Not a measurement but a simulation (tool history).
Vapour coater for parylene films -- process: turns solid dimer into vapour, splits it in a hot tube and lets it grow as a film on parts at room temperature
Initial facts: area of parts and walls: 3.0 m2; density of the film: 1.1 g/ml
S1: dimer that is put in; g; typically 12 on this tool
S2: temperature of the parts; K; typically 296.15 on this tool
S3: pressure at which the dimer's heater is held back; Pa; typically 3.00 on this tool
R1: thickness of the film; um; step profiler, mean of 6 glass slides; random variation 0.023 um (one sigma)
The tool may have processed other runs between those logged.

Run 1, hour 0.0: usual settings. Result: R1 2.02 um.
Run 2, hour 38.1: usual settings but S2 298.15 K. Result: R1 1.89 um.
Run 3, hour 71.4: usual settings but S2 298.15 K. Result: R1 1.87 um.
Run 4, hour 106.8: usual settings but S2 298.15 K. Result: R1 1.82 um.
Run 5, hour 157.0: usual settings but S2 298.15 K. Result: R1 1.82 um.
Run 6, hour 232.8: usual settings but S3 9.48 Pa. Result: R1 1.64 um.
Run 7, hour 288.6: usual settings but S2 292.15 K, S3 9.48 Pa. Result: R1 1.81 um.
Run 8, hour 356.0: usual settings but S3 7.15 Pa. Result: R1 1.66 um.
Run 9, hour 393.2: usual settings. Result: R1 1.83 um.
At hour 410.1: trap's valve overhauled.
Run 10, hour 478.1: usual settings. Result: R1 1.58 um.
Run 11, hour 541.2: usual settings but S1 14 g. Result: R1 1.78 um.
At hour 602.8: trap's valve overhauled, once more.
Run 12, hour 618.3: usual settings but S2 290.15 K. Result: R1 2.61 um.
Run 13, hour 674.0: usual settings but S2 290.15 K. Result: R1 2.63 um.
Run 14, hour 726.7: usual settings but S1 5 g, S3 5.04 Pa. Result: R1 0.82 um.
Run 15, hour 786.9: usual settings but S1 8 g, S2 300.15 K, S3 4.37 Pa. Result: R1 1.20 um.
Run 16, hour 859.0: usual settings but S1 8 g, S2 300.15 K, S3 4.37 Pa. Result: R1 1.17 um.
Run 17, hour 894.8: usual settings but S1 20 g. Result: R1 3.39 um.

Forecast run 18:
Run 18, hour 948.1: usual settings but S1 9 g, S2 299.15 K, S3 11.86 Pa. Result: R1 ?.

R1: 1.14 um
With the hidden condition absent and the run-to-run variation left alone, this run would have shown R1 1.24 um.
